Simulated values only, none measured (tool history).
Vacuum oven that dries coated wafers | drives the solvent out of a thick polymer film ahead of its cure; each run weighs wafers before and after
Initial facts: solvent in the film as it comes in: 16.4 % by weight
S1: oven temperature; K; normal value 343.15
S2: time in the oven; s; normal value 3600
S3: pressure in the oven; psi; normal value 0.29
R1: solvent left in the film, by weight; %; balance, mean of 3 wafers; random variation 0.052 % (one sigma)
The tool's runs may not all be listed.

{"run": 1, "hour": 0.0, "S1": 343.15, "S2": 3600, "S3": 0.29, "R1": 1.72}
{"run": 2, "hour": 50.0, "S1": 343.15, "S2": 3600, "S3": 0.29, "R1": 1.8}
{"run": 3, "hour": 102.8, "S1": 343.15, "S2": 3600, "S3": 0.29, "R1": 1.82}
{"run": 4, "hour": 135.0, "S1": 343.15, "S2": 2220, "S3": 0.29, "R1": 3.34}
{"run": 5, "hour": 168.6, "S1": 343.15, "S2": 2220, "S3": 0.29, "R1": 3.28}
{"run": 6, "hour": 209.0, "S1": 343.15, "S2": 2220, "S3": 0.29, "R1": 3.23}
{"run": 7, "hour": 250.8, "S1": 343.15, "S2": 3600, "S3": 0.29, "R1": 1.78}
{"run": 8, "hour": 284.9, "S1": 343.15, "S2": 3600, "S3": 0.29, "R1": 1.85}
{"run": 9, "hour": 326.8, "S1": 343.15, "S2": 3600, "S3": 0.29, "R1": 1.85}
{"run": 10, "hour": 394.0, "S1": 340.15, "S2": 3300, "S3": 0.408, "R1": 2.92}
{"run": 11, "hour": 453.8, "S1": 343.15, "S2": 3060, "S3": 0.29, "R1": 2.35}
{"run": 12, "hour": 483.9, "S1": 343.15, "S2": 2460, "S3": 0.29, "R1": 2.92}
{"run": 13, "hour": 526.7, "S1": 343.15, "S2": 2460, "S3": 0.29, "R1": 3.08}
{"run": 14, "hour": 570.8, "S1": 343.15, "S2": 4140, "S3": 0.544, "R1": 2.31}

Table of differences, measured result less the result of that run with no hidden state. Run-to-run variation is the same in both. Gauge scatter possibly is not:
The tool's hidden condition here consists of: true wafer temperature over the reading, C; true pressure over the reading, kPa; drift of the gauge itself on solvent_pct, %.
run=1 R1=+0.24
run=2 R1=+0.26
run=3 R1=+0.27
run=4 R1=+0.4
run=5 R1=+0.41
run=6 R1=+0.43
run=7 R1=+0.3
run=8 R1=+0.31
run=9 R1=+0.32
run=10 R1=+0.46
run=11 R1=+0.41
run=12 R1=+0.48
run=13 R1=+0.5
run=14 R1=+0.38
